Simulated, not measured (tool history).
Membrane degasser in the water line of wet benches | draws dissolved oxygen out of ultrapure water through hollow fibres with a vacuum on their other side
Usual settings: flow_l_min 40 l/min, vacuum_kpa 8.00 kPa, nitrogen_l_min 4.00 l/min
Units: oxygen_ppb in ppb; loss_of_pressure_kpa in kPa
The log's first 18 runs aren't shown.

run	day	flow_l_min	vacuum_kpa	nitrogen_l_min	oxygen_ppb	loss_of_pressure_kpa
19	85.542	40	13.31	2.88	315.6	45.69
20	89.446	28	13.30	2.88	226.9	31.98
21	93.250	40	6.63	4.00	82.9	45.70
22	97.883	40	19.40	2.92	485.5	45.67
23	103.112	27	19.40	3.29	306.1	30.69
24	108.454	27	19.40	3.29	308.1	30.83
25	112.325	25	14.40	2.22	286.6	28.44
26	116.050	25	14.40	2.22	287.0	28.34
27	120.512	32	12.48	6.36	112.5	36.66
28	123.812	50	9.16	2.20	299.4	56.95
29	130.192	40	14.34	4.00	258.5	45.60
30	136.783	47	10.80	2.39	329.5	53.74
31	141.488	30	8.00	3.51	97.0	34.00
32	145.712	34	18.65	4.20	290.7	38.33
33	151.367	34	18.65	4.20	289.7	39.08

3 ways to go on from here, each from the tool as it stands after run 33. What would each give?
A	157.021	30	6.18	4.50	?	?
B	157.021	40	8.00	5.19	?	?
C	157.021	40	13.10	8.25	?	?

run	oxygen_ppb	loss_of_pressure_kpa
A	48.1	34.13
B	90.5	46.03
C	117.7	45.25
Without the tool's hidden state the same runs would have given:
run	oxygen_ppb	loss_of_pressure_kpa
A	48.1	34.12
B	90.5	46.02
C	117.6	45.23

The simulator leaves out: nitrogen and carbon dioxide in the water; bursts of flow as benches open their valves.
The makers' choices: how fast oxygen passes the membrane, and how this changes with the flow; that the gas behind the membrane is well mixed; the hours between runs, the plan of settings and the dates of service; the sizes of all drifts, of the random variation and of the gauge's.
